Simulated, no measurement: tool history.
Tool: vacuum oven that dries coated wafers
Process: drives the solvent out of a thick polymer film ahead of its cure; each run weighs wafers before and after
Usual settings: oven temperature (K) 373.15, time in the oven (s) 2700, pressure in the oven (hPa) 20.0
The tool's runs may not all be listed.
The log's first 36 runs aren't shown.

run	hour	oven temperature (K)	time in the oven (s)	pressure in the oven (hPa)	solvent left in the film (%)
37	1790.4	359.15	3240	12.5	4.09
38	1825.2	359.15	3240	12.5	4.16
# hour 1840.2: oven's thermocouples calibrated
39	1885.0	359.15	3240	12.5	3.73
40	1915.5	361.15	1860	13.8	5.35
41	1958.6	368.15	1320	23.1	5.12
42	2011.3	386.15	3240	44.8	1.27
43	2079.1	377.15	1380	10.3	2.30
44	2129.1	362.15	1500	10.3	5.83
45	2176.9	362.15	3360	10.3	2.80
46	2219.4	362.15	3360	10.3	2.68
47	2275.0	372.15	1680	20.0	3.08

Forecast each of these 4 alternatives for the next run:
A	2320.6	373.15	3300	42.6	?
B	2320.6	361.15	2460	58.6	?
C	2320.6	370.15	2700	20.0	?
D	2320.6	387.15	1800	43.8	?

run	solvent left in the film (%)
A	2.25
B	6.48
C	2.12
D	1.38
Without the tool's hidden state the same runs would have given:
run	solvent left in the film (%)
A	1.86
B	5.89
C	1.68
D	1.14
